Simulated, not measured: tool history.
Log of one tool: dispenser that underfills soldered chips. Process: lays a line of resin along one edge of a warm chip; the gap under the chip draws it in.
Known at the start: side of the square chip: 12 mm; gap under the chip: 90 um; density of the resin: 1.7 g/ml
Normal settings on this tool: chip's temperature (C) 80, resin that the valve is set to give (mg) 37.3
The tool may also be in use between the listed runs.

run	hour	chip's temperature (C)	resin that the valve is set to give (mg)	time until the resin shows at the far edge (s)	resin that the valve gave (mg)
1	0.0	80	37.3	42.6	36.51
2	2.6	80	37.3	46.1	36.52
# hour 5.9: new syringe of resin
3	6.6	80	37.3	36.4	36.35
4	9.7	83	37.3	36.7	36.27
5	11.9	80	37.3	43.7	36.34
# hour 16.5: new syringe of resin
6	17.4	80	37.3	36.2	36.24
7	20.8	80	37.3	40.6	36.06
8	25.8	80	37.3	50.5	35.99
# hour 27.3: new syringe of resin
9	29.0	80	37.3	38.1	35.97
10	31.6	77	37.3	46.3	35.96
11	33.8	77	47.8	50.6	45.98
# hour 38.3: new syringe of resin
12	39.3	77	47.8	40.1	45.72
13	42.0	94	37.3	24.9	35.66
14	44.9	69	43.8	67.9	41.96
15	47.4	91	48.3	32.9	46.13

Run 16 has not been measured yet. What should we expect?
# hour 49.1: new syringe of resin
16	52.2	87	37.3	?	?

{"run 16": {"time until the resin shows at the far edge (s)": 31.7, "resin that the valve gave (mg)": 35.5}}
Without the tool's hidden state the same run would have given time until the resin shows at the far edge (s) 27.7, resin that the valve gave (mg) 37.23.
